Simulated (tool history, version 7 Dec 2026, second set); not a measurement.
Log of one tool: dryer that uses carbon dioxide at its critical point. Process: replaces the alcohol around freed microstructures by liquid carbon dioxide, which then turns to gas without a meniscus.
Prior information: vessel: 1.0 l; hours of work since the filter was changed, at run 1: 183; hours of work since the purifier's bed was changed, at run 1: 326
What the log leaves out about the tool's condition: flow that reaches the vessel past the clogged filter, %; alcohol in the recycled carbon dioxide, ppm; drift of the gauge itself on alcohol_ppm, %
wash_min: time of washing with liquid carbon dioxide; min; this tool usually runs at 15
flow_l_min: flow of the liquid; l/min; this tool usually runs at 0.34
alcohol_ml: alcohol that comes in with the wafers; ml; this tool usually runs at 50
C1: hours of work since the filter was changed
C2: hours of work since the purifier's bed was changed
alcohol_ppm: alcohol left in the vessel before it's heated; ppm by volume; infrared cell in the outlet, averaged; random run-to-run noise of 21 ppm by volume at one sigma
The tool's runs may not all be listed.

Run 1, hour 0: usual settings; C1 183; C2 326. Result: alcohol_ppm 1763 ppm by volume.
Run 2, hour 20.2: usual settings; C1 192; C2 335. Result: alcohol_ppm 1810 ppm by volume.
Run 3, hour 43: usual settings; C1 202; C2 345. Result: alcohol_ppm 1832 ppm by volume.
Run 4, hour 76.4: usual settings; C1 217; C2 360. Result: alcohol_ppm 1862 ppm by volume.
Run 5, hour 97: usual settings; C1 226; C2 369. Result: alcohol_ppm 1857 ppm by volume.
Run 6, hour 128.4: usual settings; C1 240; C2 383. Result: alcohol_ppm 1862 ppm by volume.
Run 7, hour 152.3: usual settings; C1 251; C2 394. Result: alcohol_ppm 1977 ppm by volume.
Run 8, hour 172.6: usual settings; C1 260; C2 403. Result: alcohol_ppm 1903 ppm by volume.
Run 9, hour 205.9: usual settings but alcohol_ml 33 ml; C1 275; C2 418. Result: alcohol_ppm 1395 ppm by volume.
Run 10, hour 235.4: usual settings but alcohol_ml 33 ml; C1 288; C2 431. Result: alcohol_ppm 1392 ppm by volume.
Run 11, hour 272.8: usual settings but flow_l_min 0.433 l/min; C1 305; C2 448. Result: alcohol_ppm 844 ppm by volume.
Run 12, hour 293.6: usual settings but flow_l_min 0.433 l/min; C1 315; C2 457. Result: alcohol_ppm 866 ppm by volume.
Run 13, hour 318.7: usual settings; C1 326; C2 469. Result: alcohol_ppm 2118 ppm by volume.
Run 14, hour 339.1: usual settings but alcohol_ml 83 ml; C1 335; C2 478. Result: alcohol_ppm 3563 ppm by volume.
Run 15, hour 371: usual settings but alcohol_ml 83 ml; C1 349; C2 492. Result: alcohol_ppm 3645 ppm by volume.
At hour 374.6: inlet filter changed.
Run 16, hour 391.9: usual settings but alcohol_ml 83 ml; C1 8; C2 501. Result: alcohol_ppm 2313 ppm by volume.
Run 17, hour 412.1: usual settings but alcohol_ml 46 ml; C1 17; C2 510. Result: alcohol_ppm 1335 ppm by volume.
Run 18, hour 449.6: usual settings but wash_min 9 min, flow_l_min 0.522 l/min, alcohol_ml 33 ml; C1 34; C2 527. Result: alcohol_ppm 1270 ppm by volume.
Run 19, hour 475.1: usual settings but wash_min 12 min, flow_l_min 0.347 l/min, alcohol_ml 38 ml; C1 45; C2 538. Result: alcohol_ppm 2204 ppm by volume.
Run 20, hour 497.4: usual settings but wash_min 12 min, flow_l_min 0.345 l/min, alcohol_ml 80 ml; C1 55; C2 548. Result: alcohol_ppm 4535 ppm by volume.
Run 21, hour 522: usual settings but wash_min 12 min, flow_l_min 0.345 l/min, alcohol_ml 80 ml; C1 66; C2 559. Result: alcohol_ppm 4656 ppm by volume.
Run 22, hour 545.8: usual settings but wash_min 18 min, flow_l_min 0.53 l/min, alcohol_ml 51 ml; C1 77; C2 570. Result: alcohol_ppm 178 ppm by volume.
At hour 552.2: purifier's bed changed.
Run 23, hour 566.9: usual settings but alcohol_ml 29 ml; C1 85; C2 7. Result: alcohol_ppm 864 ppm by volume.
Run 24, hour 587.4: usual settings but wash_min 17 min, flow_l_min 0.526 l/min, alcohol_ml 110 ml; C1 94; C2 16. Result: alcohol_ppm 212 ppm by volume.
Run 25, hour 623.1: usual settings but wash_min 17 min, flow_l_min 0.526 l/min, alcohol_ml 110 ml; C1 110; C2 32. Result: alcohol_ppm 221 ppm by volume.
Run 26, hour 641.7: usual settings but flow_l_min 0.354 l/min, alcohol_ml 42 ml; C1 118; C2 40. Result: alcohol_ppm 1111 ppm by volume.
Run 27, hour 659: usual settings but wash_min 12 min, flow_l_min 0.361 l/min, alcohol_ml 21 ml; C1 126; C2 48. Result: alcohol_ppm 1119 ppm by volume.
Run 28, hour 676: usual settings but flow_l_min 0.299 l/min, alcohol_ml 26 ml; C1 134; C2 56. Result: alcohol_ppm 1244 ppm by volume.
Run 29, hour 699.8: usual settings but flow_l_min 0.299 l/min, alcohol_ml 26 ml; C1 144; C2 66. Result: alcohol_ppm 1311 ppm by volume.
Run 30, hour 724: usual settings but flow_l_min 0.299 l/min, alcohol_ml 26 ml; C1 155; C2 77. Result: alcohol_ppm 1317 ppm by volume.
Run 31, hour 741.3: usual settings but flow_l_min 0.299 l/min, alcohol_ml 26 ml; C1 163; C2 85. Result: alcohol_ppm 1359 ppm by volume.
Run 32, hour 769.3: usual settings but flow_l_min 0.299 l/min, alcohol_ml 26 ml; C1 176; C2 97. Result: alcohol_ppm 1338 ppm by volume.
Run 33, hour 786.2: usual settings but wash_min 10 min, flow_l_min 0.507 l/min, alcohol_ml 49 ml; C1 183; C2 105. Result: alcohol_ppm 1619 ppm by volume.
Run 34, hour 822: usual settings but wash_min 11 min, flow_l_min 0.259 l/min, alcohol_ml 49 ml; C1 199; C2 121. Result: alcohol_ppm 7661 ppm by volume.

What if the next run were any one of these 5? Each begins from the tool's condition after run 34:
Run A, hour 852.1: usual settings but wash_min 22 min, alcohol_ml 116 ml; C1 213; C2 135. Result: alcohol_ppm ?.
Run B, hour 852.1: usual settings but wash_min 12 min, flow_l_min 0.364 l/min, alcohol_ml 33 ml; C1 213; C2 135. Result: alcohol_ppm ?.
Run C, hour 852.1: usual settings but wash_min 11 min, flow_l_min 0.259 l/min, alcohol_ml 41 ml; C1 213; C2 135. Result: alcohol_ppm ?.
Run D, hour 852.1: usual settings but wash_min 14 min, flow_l_min 0.386 l/min, alcohol_ml 34 ml; C1 213; C2 135. Result: alcohol_ppm ?.
Run E, hour 852.1: usual settings but wash_min 11 min, flow_l_min 0.259 l/min, alcohol_ml 49 ml; C1 213; C2 135. Result: alcohol_ppm ?.

run  alcohol_ppm
  A          876
  B         1905
  C         6395
  D          964
  E         7792
What these runs would have given with no unlogged condition in the tool:
run  alcohol_ppm
  A          568
  B         1482
  C         5472
  D          700
  E         6670
